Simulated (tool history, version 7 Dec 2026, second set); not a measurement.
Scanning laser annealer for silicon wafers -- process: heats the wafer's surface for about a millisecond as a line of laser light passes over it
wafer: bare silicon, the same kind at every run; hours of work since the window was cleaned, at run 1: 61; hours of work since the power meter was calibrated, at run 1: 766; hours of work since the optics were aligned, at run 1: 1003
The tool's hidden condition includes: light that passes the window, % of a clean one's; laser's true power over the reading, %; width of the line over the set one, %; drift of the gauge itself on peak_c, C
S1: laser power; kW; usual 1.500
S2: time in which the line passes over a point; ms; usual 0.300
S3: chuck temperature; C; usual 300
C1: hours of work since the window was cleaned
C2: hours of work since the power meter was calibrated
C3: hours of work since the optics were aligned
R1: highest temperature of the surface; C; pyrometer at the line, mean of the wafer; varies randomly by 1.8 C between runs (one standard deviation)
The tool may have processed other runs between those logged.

Run 1, day 0.000: usual settings; C1 61; C2 766; C3 1003. Result: R1 1055 C.
Run 2, day 2.346: usual settings but S1 1.283 kW; C1 89; C2 793; C3 1031. Result: R1 946 C.
Run 3, day 3.754: usual settings; C1 105; C2 810; C3 1047. Result: R1 1052 C.
Run 4, day 6.188: usual settings; C1 134; C2 838; C3 1075. Result: R1 1057 C.
Run 5, day 8.938: usual settings; C1 166; C2 870; C3 1108. Result: R1 1057 C.
Run 6, day 10.967: usual settings; C1 190; C2 894; C3 1131. Result: R1 1055 C.
At day 13.696: optics aligned, line set to its width.
Run 7, day 14.142: usual settings; C1 224; C2 929; C3 5. Result: R1 1054 C.
Run 8, day 16.400: usual settings; C1 251; C2 955; C3 32. Result: R1 1056 C.
Run 9, day 19.296: usual settings but S2 0.232 ms; C1 284; C2 989; C3 65. Result: R1 978 C.
Run 10, day 20.529: usual settings but S2 0.255 ms; C1 299; C2 1003; C3 80. Result: R1 1005 C.
Run 11, day 23.142: usual settings but S2 0.255 ms; C1 329; C2 1034; C3 110. Result: R1 1009 C.
At day 23.725: window over the wafer cleaned.
Run 12, day 24.962: usual settings but S2 0.255 ms; C1 14; C2 1054; C3 131. Result: R1 1004 C.
Run 13, day 27.354: usual settings but S1 1.443 kW, S2 0.247 ms, S3 279 C; C1 42; C2 1082; C3 159. Result: R1 949 C.
Run 14, day 29.058: usual settings but S1 1.443 kW, S2 0.247 ms, S3 279 C; C1 62; C2 1102; C3 179. Result: R1 948 C.
Run 15, day 31.483: usual settings but S1 1.443 kW, S2 0.247 ms, S3 279 C; C1 91; C2 1130; C3 207. Result: R1 950 C.
Run 16, day 33.346: usual settings but S1 1.394 kW, S2 0.247 ms, S3 309 C; C1 112; C2 1152; C3 229. Result: R1 955 C.
Run 17, day 35.979: usual settings but S1 1.394 kW, S2 0.247 ms, S3 309 C; C1 143; C2 1183; C3 259. Result: R1 956 C.
Run 18, day 38.012: usual settings but S1 1.394 kW, S2 0.247 ms, S3 309 C; C1 167; C2 1207; C3 283. Result: R1 955 C.
Run 19, day 40.525: usual settings but S1 1.540 kW, S3 286 C; C1 196; C2 1236; C3 313. Result: R1 1060 C.

Across each entry between runs, compare the hidden state at the last listed run before it with the hidden state at the first listed run after it:
Runs 6 to 7: optics aligned, line set to its width (day 13.696)
  light that passes the window, % of a clean one's: 99.91 -> 99.9; laser's true power over the reading, %: -0.01 -> -0.02; width of the line over the set one, %: 0.12 -> 0.01
Runs 11 to 12: window over the wafer cleaned (day 23.725)
  light that passes the window, % of a clean one's: 99.85 -> 99.99
